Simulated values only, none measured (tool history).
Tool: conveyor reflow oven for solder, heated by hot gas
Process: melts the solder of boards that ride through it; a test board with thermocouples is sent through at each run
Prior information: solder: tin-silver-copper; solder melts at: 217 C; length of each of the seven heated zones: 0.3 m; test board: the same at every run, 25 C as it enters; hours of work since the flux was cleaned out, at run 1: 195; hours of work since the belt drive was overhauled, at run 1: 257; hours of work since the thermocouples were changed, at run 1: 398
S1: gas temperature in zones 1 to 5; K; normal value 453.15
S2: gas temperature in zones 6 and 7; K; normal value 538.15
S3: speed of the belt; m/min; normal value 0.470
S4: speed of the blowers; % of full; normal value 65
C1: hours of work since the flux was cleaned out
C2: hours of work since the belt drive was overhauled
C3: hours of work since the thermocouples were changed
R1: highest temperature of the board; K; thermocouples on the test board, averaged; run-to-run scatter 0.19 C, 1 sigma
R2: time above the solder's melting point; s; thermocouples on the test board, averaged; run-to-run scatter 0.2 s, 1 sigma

Run 1, hour 0.0: usual settings; C1 195; C2 257; C3 398. Result: R1 521.75 K, R2 57.0 s.
Run 2, hour 9.1: usual settings; C1 202; C2 264; C3 405. Result: R1 521.75 K, R2 57.0 s.
Run 3, hour 14.9: usual settings but S1 454.15 K; C1 207; C2 269; C3 409. Result: R1 522.05 K, R2 57.4 s.
Run 4, hour 25.1: usual settings but S1 454.15 K; C1 215; C2 277; C3 417. Result: R1 522.05 K, R2 57.3 s.
Run 5, hour 33.9: usual settings but S4 63 % of full; C1 221; C2 284; C3 424. Result: R1 521.45 K, R2 56.4 s.
Run 6, hour 44.5: usual settings but S4 63 % of full; C1 230; C2 292; C3 432. Result: R1 521.85 K, R2 56.6 s.
Run 7, hour 50.4: usual settings but S4 63 % of full; C1 234; C2 296; C3 437. Result: R1 521.25 K, R2 56.2 s.
Run 8, hour 58.4: usual settings; C1 240; C2 303; C3 443. Result: R1 521.75 K, R2 56.5 s.
Run 9, hour 67.4: usual settings but S2 551.15 K; C1 247; C2 310; C3 450. Result: R1 532.85 K, R2 64.7 s.
Run 10, hour 76.5: usual settings but S2 551.15 K; C1 255; C2 317; C3 457. Result: R1 532.55 K, R2 64.5 s.
Run 11, hour 81.2: usual settings but S1 466.15 K, S2 527.15 K, S3 0.444 m/min, S4 72 % of full; C1 258; C2 320; C3 461. Result: R1 516.65 K, R2 63.8 s.
Run 12, hour 85.9: usual settings but S1 466.15 K, S2 527.15 K, S3 0.557 m/min, S4 53 % of full; C1 262; C2 324; C3 465. Result: R1 508.15 K, R2 38.2 s.
Run 13, hour 91.5: usual settings but S2 531.15 K, S3 0.381 m/min, S4 72 % of full; C1 266; C2 328; C3 469. Result: R1 521.65 K, R2 73.4 s.
Run 14, hour 97.6: usual settings but S1 441.15 K, S2 531.15 K, S3 0.381 m/min, S4 50 % of full; C1 271; C2 333; C3 474. Result: R1 517.05 K, R2 61.6 s.
Run 15, hour 104.7: usual settings but S1 443.15 K, S3 0.389 m/min, S4 50 % of full; C1 276; C2 339; C3 479. Result: R1 523.05 K, R2 66.9 s.

Some steps in R1, run to run, broken into two amounts with sign: the step expected even without the hidden condition (settings, incoming material, random variation), and the rest, left for the hidden condition together with whatever gauge scatter is not in both the measured and the hidden-condition-free result:
Hidden conditions of the tool in this case: heat that the gas passes to the board, % of a clean oven's; belt's true speed, % of the reading; true gas temperature in zones 6 and 7 over the reading, C; drift of the gauge itself on peak_c, C; drift of the gauge itself on liquid_s, %.
Run 10 -> 11: S1 453.15 -> 466.15, S2 551.15 -> 527.15, S3 0.470 -> 0.444, S4 65 -> 72. R1 -15.90 K: hidden state +0.50, all else -16.40.
